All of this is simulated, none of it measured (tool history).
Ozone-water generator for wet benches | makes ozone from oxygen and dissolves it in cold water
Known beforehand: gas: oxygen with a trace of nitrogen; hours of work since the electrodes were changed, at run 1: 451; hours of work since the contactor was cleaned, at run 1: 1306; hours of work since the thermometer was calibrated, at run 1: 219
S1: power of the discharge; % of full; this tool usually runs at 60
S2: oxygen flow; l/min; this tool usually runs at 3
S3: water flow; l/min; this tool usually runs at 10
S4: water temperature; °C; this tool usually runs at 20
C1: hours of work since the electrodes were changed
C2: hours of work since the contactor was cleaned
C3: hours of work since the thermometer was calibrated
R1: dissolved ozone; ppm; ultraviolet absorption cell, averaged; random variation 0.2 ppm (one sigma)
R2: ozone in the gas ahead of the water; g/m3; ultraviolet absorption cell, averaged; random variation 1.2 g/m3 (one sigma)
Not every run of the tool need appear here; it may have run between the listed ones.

Run 1, day 0: usual settings; C1 451; C2 1306; C3 219. Result: R1 28.4 ppm, R2 231.3 g/m3.
Run 2, day 0.721: usual settings; C1 466; C2 1321; C3 234. Result: R1 28.5 ppm, R2 228 g/m3.
Run 3, day 1.762: usual settings; C1 488; C2 1343; C3 256. Result: R1 28.7 ppm, R2 228.9 g/m3.
Run 4, day 2.817: usual settings; C1 510; C2 1366; C3 278. Result: R1 28.5 ppm, R2 227.8 g/m3.
Run 5, day 3.817: usual settings; C1 531; C2 1387; C3 299. Result: R1 28.3 ppm, R2 227.6 g/m3.
Run 6, day 4.658: usual settings; C1 549; C2 1404; C3 317. Result: R1 28.5 ppm, R2 227.9 g/m3.
Run 7, day 5.633: usual settings; C1 570; C2 1425; C3 337. Result: R1 28.6 ppm, R2 229.7 g/m3.
Run 8, day 6.762: usual settings; C1 593; C2 1449; C3 361. Result: R1 28.3 ppm, R2 228.8 g/m3.
Run 9, day 7.754: usual settings; C1 614; C2 1469; C3 382. Result: R1 28.6 ppm, R2 229.1 g/m3.
Run 10, day 8.583: usual settings but S2 2.89 l/min; C1 632; C2 1487; C3 399. Result: R1 28.5 ppm, R2 233.2 g/m3.
Run 11, day 9.421: usual settings but S2 5.16 l/min, S3 6 l/min, S4 13 °C; C1 649; C2 1504; C3 417. Result: R1 37.5 ppm, R2 155.5 g/m3.
Run 12, day 10.454: usual settings but S2 2.4 l/min, S4 18 °C; C1 671; C2 1526; C3 439. Result: R1 30.1 ppm, R2 269.7 g/m3.
Run 13, day 10.967: usual settings but S2 1.83 l/min, S3 12 l/min; C1 682; C2 1537; C3 449. Result: R1 25.7 ppm, R2 323.8 g/m3.
Run 14, day 11.5: usual settings but S2 4 l/min, S4 17 °C; C1 693; C2 1548; C3 461. Result: R1 28.2 ppm, R2 189 g/m3.
Run 15, day 12.367: usual settings but S1 81 % of full, S2 1.52 l/min, S3 12 l/min, S4 21 °C; C1 711; C2 1566; C3 479. Result: R1 33.1 ppm, R2 473 g/m3.
Run 16, day 13.304: usual settings but S1 67 % of full, S2 4.61 l/min, S3 7 l/min, S4 12 °C; C1 731; C2 1586; C3 499. Result: R1 40.5 ppm, R2 184.1 g/m3.
Run 17, day 14.346: usual settings but S1 77 % of full, S2 4.61 l/min, S3 7 l/min, S4 24 °C; C1 753; C2 1608; C3 520. Result: R1 34.4 ppm, R2 207.9 g/m3.

Consider 3 possible next runs. They are alternatives, not a sequence: every one starts from the tool as it was left by run 17. What does each give?
Run A, day 15.279: usual settings but S1 74 % of full, S2 2.59 l/min; C1 772; C2 1628; C3 540. Result: R1 ?, R2 ?.
Run B, day 15.279: usual settings but S1 61 % of full, S2 4.61 l/min, S3 11 l/min, S4 24 °C; C1 772; C2 1628; C3 540. Result: R1 ?, R2 ?.
Run C, day 15.279: usual settings but S1 58 % of full, S2 2.31 l/min, S3 9 l/min; C1 772; C2 1628; C3 540. Result: R1 ?, R2 ?.

run    R1     R2
  A  34.7  300.3
  B  22.4  172.7
  C  30.8  266.2
Stripped of hidden state, with their random variation kept, the same runs would have yielded:
run    R1     R2
  A  34.7  300.4
  B  22.5  172.8
  C  30.8  266.3
